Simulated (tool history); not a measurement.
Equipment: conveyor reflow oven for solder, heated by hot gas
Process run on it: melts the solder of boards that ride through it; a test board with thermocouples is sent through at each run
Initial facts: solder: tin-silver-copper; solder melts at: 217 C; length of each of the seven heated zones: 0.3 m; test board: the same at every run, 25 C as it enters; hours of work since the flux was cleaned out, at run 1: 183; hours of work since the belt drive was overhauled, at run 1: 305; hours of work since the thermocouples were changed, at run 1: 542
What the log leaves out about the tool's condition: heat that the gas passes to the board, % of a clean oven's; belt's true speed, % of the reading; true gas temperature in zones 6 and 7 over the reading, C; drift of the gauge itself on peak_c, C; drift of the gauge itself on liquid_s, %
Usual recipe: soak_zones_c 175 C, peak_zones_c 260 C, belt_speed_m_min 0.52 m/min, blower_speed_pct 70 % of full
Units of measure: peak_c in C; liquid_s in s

run    hour  soak_zones_c  peak_zones_c  belt_speed_m_min  blower_speed_pct  hours of work since the flux was cleaned out  hours of work since the belt drive was overhauled  hours of work since the thermocouples were changed  peak_c  liquid_s
  1       0           175           260              0.52                70                                           183                                                305                                                 542   245.2      45.2
  2    33.8           175           260              0.52                70                                           199                                                321                                                 558   244.7      45.9
  3   106.4           175           260              0.52                70                                           232                                                355                                                 591   245.1      46.9
  4   148.2           182           260              0.52                70                                           252                                                374                                                 611   246.2      50.6
  5   203.8           182           260              0.52                72                                           277                                                400                                                 636   246.8      50.5
      224.1  -- thermocouples of zones 6 and 7 changed
  6   274.2           175           260              0.52                70                                           309                                                432                                                  23     245      46.6
  7   344.3           175           260              0.52                75                                           342                                                464                                                  56     246      47.9
  8   399.1           175           260              0.52                70                                           367                                                490                                                  81   244.9      46.6
      464.5  -- flux residue cleaned out of gas plates and filters
  9   471.5           175           260              0.52                70                                             3                                                521                                                 112   245.1      47.4
 10   513.8           175           260              0.52                70                                            23                                                540                                                 132   244.6      46.6
 11   562.4           175           260              0.52                70                                            45                                                563                                                 155   244.4      45.6
 12   627.1           175           260              0.52                66                                            75                                                593                                                 185   243.5      44.9
 13   662.9           162           260              0.52                70                                            92                                                610                                                 201   242.2        41
 14   702.7           175           260              0.52                70                                           110                                                628                                                 220   244.8      46.2
 15     776           175           260             0.553                70                                           144                                                662                                                 254   242.7        42
 16   831.3           175           260             0.553                72                                           170                                                688                                                 279   243.8      42.4
 17   906.9           175           251              0.52                53                                           205                                                723                                                 314   231.6      30.9
        984  -- belt drive overhauled, speed set with a stopwatch
 18   986.3           177           251              0.52                53                                           240                                                  1                                                 349   231.4      31.6
 19  1047.4           175           260             0.432                57                                           268                                                 29                                                 378   245.8        58
 20  1109.6           175           252             0.432                57                                           297                                                 58                                                 406   239.1      51.4
 21    1183           167           252             0.432                57                                           331                                                 92                                                 440   238.3      46.4
 22  1228.8           167           263             0.432                53                                           353                                                114                                                 462   245.9      54.3
 23  1261.2           175           260             0.537                88                                           368                                                129                                                 477   248.3      48.3
     1323.7  -- flux residue cleaned out of gas plates and filters
 24  1326.3           175           260             0.537                88                                             1                                                156                                                 505   248.4      49.6

Expected results for the next run?
 25  1359.7           173           251             0.566                65                                            17                                                172                                                 520       ?         ?

{"run 25": {"peak_c": 232.9, "liquid_s": 29.4}}
The same run, on a tool lacking any hidden state, would have yielded peak_c 232.9 C, liquid_s 29.4 s.
